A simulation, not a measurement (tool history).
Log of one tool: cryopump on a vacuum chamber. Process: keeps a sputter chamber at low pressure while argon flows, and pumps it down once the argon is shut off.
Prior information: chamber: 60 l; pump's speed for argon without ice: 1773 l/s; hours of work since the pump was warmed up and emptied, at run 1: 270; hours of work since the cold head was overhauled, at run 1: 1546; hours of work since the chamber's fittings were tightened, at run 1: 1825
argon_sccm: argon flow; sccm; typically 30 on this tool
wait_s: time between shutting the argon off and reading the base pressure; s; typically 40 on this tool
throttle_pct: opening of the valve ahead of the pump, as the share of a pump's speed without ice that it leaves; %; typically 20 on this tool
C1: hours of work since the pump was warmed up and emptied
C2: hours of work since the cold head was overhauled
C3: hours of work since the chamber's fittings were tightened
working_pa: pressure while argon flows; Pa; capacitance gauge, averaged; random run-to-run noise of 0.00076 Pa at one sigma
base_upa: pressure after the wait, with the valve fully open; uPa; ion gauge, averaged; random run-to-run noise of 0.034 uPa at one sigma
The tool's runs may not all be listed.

{"run": 1, "hour": 0.0, "argon_sccm": 30, "wait_s": 40, "throttle_pct": 20, "C1": 270, "C2": 1546, "C3": 1825, "working_pa": 0.148, "base_upa": 2.55}
{"run": 2, "hour": 74.3, "argon_sccm": 30, "wait_s": 40, "throttle_pct": 20, "C1": 316, "C2": 1591, "C3": 1870, "working_pa": 0.1488, "base_upa": 2.63}
{"run": 3, "hour": 150.9, "argon_sccm": 30, "wait_s": 40, "throttle_pct": 21, "C1": 362, "C2": 1638, "C3": 1917, "working_pa": 0.145, "base_upa": 2.72}
{"hour": 212.8, "done": "pump warmed up, emptied and cooled again"}
{"run": 4, "hour": 218.1, "argon_sccm": 30, "wait_s": 40, "throttle_pct": 21, "C1": 3, "C2": 1676, "C3": 1955, "working_pa": 0.1356, "base_upa": 2.41}
{"run": 5, "hour": 302.6, "argon_sccm": 30, "wait_s": 40, "throttle_pct": 20, "C1": 55, "C2": 1728, "C3": 2006, "working_pa": 0.1449, "base_upa": 2.55}
{"run": 6, "hour": 397.4, "argon_sccm": 30, "wait_s": 40, "throttle_pct": 20, "C1": 113, "C2": 1786, "C3": 2064, "working_pa": 0.146, "base_upa": 2.57}
{"run": 7, "hour": 476.3, "argon_sccm": 30, "wait_s": 40, "throttle_pct": 20, "C1": 161, "C2": 1834, "C3": 2112, "working_pa": 0.1455, "base_upa": 2.64}
{"run": 8, "hour": 540.5, "argon_sccm": 30, "wait_s": 40, "throttle_pct": 20, "C1": 200, "C2": 1873, "C3": 2151, "working_pa": 0.1468, "base_upa": 2.71}
{"run": 9, "hour": 646.9, "argon_sccm": 27, "wait_s": 40, "throttle_pct": 20, "C1": 265, "C2": 1938, "C3": 2216, "working_pa": 0.1345, "base_upa": 2.73}
{"hour": 662.6, "done": "leaking fittings of the chamber tightened, without venting"}
{"run": 10, "hour": 735.6, "argon_sccm": 13, "wait_s": 34, "throttle_pct": 24, "C1": 318, "C2": 1991, "C3": 45, "working_pa": 0.0552, "base_upa": 2.17}
{"run": 11, "hour": 840.9, "argon_sccm": 21, "wait_s": 117, "throttle_pct": 20, "C1": 382, "C2": 2055, "C3": 109, "working_pa": 0.1063, "base_upa": 0.87}
{"hour": 877.2, "done": "pump warmed up, emptied and cooled again"}
{"run": 12, "hour": 899.0, "argon_sccm": 21, "wait_s": 97, "throttle_pct": 20, "C1": 13, "C2": 2087, "C3": 141, "working_pa": 0.1, "base_upa": 0.93}
{"run": 13, "hour": 1004.8, "argon_sccm": 30, "wait_s": 103, "throttle_pct": 20, "C1": 78, "C2": 2152, "C3": 206, "working_pa": 0.145, "base_upa": 0.92}
{"run": 14, "hour": 1104.6, "argon_sccm": 30, "wait_s": 103, "throttle_pct": 20, "C1": 139, "C2": 2213, "C3": 267, "working_pa": 0.1482, "base_upa": 1}
{"run": 15, "hour": 1181.9, "argon_sccm": 41, "wait_s": 33, "throttle_pct": 20, "C1": 186, "C2": 2260, "C3": 314, "working_pa": 0.2031, "base_upa": 2.39}
{"run": 16, "hour": 1248.5, "argon_sccm": 30, "wait_s": 23, "throttle_pct": 41, "C1": 227, "C2": 2301, "C3": 355, "working_pa": 0.075, "base_upa": 3.42}
{"run": 17, "hour": 1300.6, "argon_sccm": 30, "wait_s": 23, "throttle_pct": 41, "C1": 258, "C2": 2333, "C3": 386, "working_pa": 0.0755, "base_upa": 3.39}

Alternative continuations, all from the tool just after run 17; predict every row:
{"run": "A", "hour": 1396.7, "argon_sccm": 27, "wait_s": 153, "throttle_pct": 20, "C1": 317, "C2": 2391, "C3": 445, "working_pa": "?", "base_upa": "?"}
{"run": "B", "hour": 1396.7, "argon_sccm": 22, "wait_s": 24, "throttle_pct": 58, "C1": 317, "C2": 2391, "C3": 445, "working_pa": "?", "base_upa": "?"}
{"run": "C", "hour": 1396.7, "argon_sccm": 44, "wait_s": 28, "throttle_pct": 41, "C1": 317, "C2": 2391, "C3": 445, "working_pa": "?", "base_upa": "?"}
{"run": "D", "hour": 1396.7, "argon_sccm": 28, "wait_s": 33, "throttle_pct": 18, "C1": 317, "C2": 2391, "C3": 445, "working_pa": "?", "base_upa": "?"}

run=A working_pa=0.1361 base_upa=0.84
run=B working_pa=0.0422 base_upa=3.2
run=C working_pa=0.1133 base_upa=2.85
run=D working_pa=0.1553 base_upa=2.44
Had the tool no hidden state, the same runs would have come out as:
run=A working_pa=0.1292 base_upa=0.6
run=B working_pa=0.0366 base_upa=2.96
run=C working_pa=0.102 base_upa=2.6
run=D working_pa=0.1482 base_upa=2.2
